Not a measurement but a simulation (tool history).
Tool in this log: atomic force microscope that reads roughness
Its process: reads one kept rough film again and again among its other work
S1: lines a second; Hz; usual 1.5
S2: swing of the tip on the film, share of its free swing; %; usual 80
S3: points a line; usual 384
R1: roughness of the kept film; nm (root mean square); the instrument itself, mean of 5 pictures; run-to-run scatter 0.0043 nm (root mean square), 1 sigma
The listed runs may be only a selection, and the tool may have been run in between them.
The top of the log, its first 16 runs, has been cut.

run 17 hour=136.2 | S1=0.96 S2=80 S3=384 | R1=2.149
run 18 hour=141 | S1=1.5 S2=83 S3=384 | R1=2.028
run 19 hour=149.6 | S1=1.5 S2=73 S3=384 | R1=2.123
-- hour=156.3 new tip fitted
run 20 hour=157.6 | S1=1.5 S2=73 S3=384 | R1=2.148
run 21 hour=163.6 | S1=1.5 S2=73 S3=384 | R1=2.14
run 22 hour=174.6 | S1=1.5 S2=73 S3=384 | R1=2.143
run 23 hour=183.7 | S1=1 S2=62 S3=528 | R1=2.242
run 24 hour=194.3 | S1=1.21 S2=80 S3=618 | R1=2.111
run 25 hour=200.8 | S1=1.16 S2=80 S3=524 | R1=2.122
run 26 hour=206.4 | S1=1.44 S2=80 S3=922 | R1=2.081
run 27 hour=216.4 | S1=1.44 S2=80 S3=558 | R1=2.071
run 28 hour=224.2 | S1=1.44 S2=58 S3=632 | R1=2.227
-- hour=233.3 new tip fitted
run 29 hour=233.3 | S1=0.72 S2=58 S3=371 | R1=2.293
run 30 hour=241.5 | S1=0.72 S2=58 S3=371 | R1=2.285
run 31 hour=251.8 | S1=1.5 S2=64 S3=384 | R1=2.212
run 32 hour=262.8 | S1=1.5 S2=64 S3=384 | R1=2.201
run 33 hour=268.3 | S1=1.5 S2=80 S3=336 | R1=2.068
run 34 hour=276.9 | S1=1.5 S2=63 S3=565 | R1=2.218
run 35 hour=287.3 | S1=1.5 S2=83 S3=594 | R1=2.029
run 36 hour=295.8 | S1=1.5 S2=83 S3=594 | R1=2.027

Here are 3 independent what-if runs from the current tool condition. What would each one return?
run A hour=301.8 | S1=2.8 S2=84 S3=403 | R1=?
run B hour=301.8 | S1=2.52 S2=89 S3=999 | R1=?
run C hour=301.8 | S1=1.37 S2=59 S3=686 | R1=?

run=A R1=1.822
run=B R1=1.78
run=C R1=2.226
What these runs would have given with no unlogged condition in the tool:
run=A R1=1.839
run=B R1=1.796
run=C R1=2.246

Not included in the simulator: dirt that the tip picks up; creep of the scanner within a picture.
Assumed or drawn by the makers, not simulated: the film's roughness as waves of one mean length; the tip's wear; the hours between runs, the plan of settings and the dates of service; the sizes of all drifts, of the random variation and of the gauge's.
